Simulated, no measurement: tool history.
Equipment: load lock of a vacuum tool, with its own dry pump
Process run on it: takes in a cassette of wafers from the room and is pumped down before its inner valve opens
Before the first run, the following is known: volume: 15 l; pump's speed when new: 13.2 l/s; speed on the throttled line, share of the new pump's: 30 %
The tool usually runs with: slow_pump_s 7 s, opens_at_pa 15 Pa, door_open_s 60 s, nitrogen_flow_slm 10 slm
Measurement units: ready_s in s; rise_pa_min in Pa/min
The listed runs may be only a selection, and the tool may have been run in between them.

run,day,slow_pump_s,opens_at_pa,door_open_s,nitrogen_flow_slm,"incoming humidity of the room's air, %",ready_s,rise_pa_min
1,0,7,15,60,10,46.5,15.3,0.084
2,8.388,7,15,60,10,46.1,14.9,0.083
3,12.492,7,15,60,10,40.8,15.2,0.077
4,19.225,7,15,60,10,44.1,14.9,0.082
5,23.104,7,15,60,10,45.1,15,0.082
6,29.592,7,15,60,10,47,15,0.088
7,35.042,7,15,60,10,43.6,15.2,0.08
8,38.946,7,15,60,10,45,15,0.086
9,42.783,7,15,60,10,48.5,14.9,0.086
10,49.667,7,11,60,10,47.5,15.1,0.087
11,56.9,7,11,60,10,41.7,15.3,0.08
12,63.288,4,19,49,41,44.5,12.5,0.042
13,68.367,4,19,49,41,45.5,12.6,0.04

What will run 14 give?
14,76.904,4,19,49,41,47.2,?,?

Run 14 gave ready_s 12.7 s, rise_pa_min 0.046 Pa/min.
Were there no unlogged condition in the tool, this run, its random variation unchanged, would have produced ready_s 12.7 s, rise_pa_min 0.046 Pa/min.
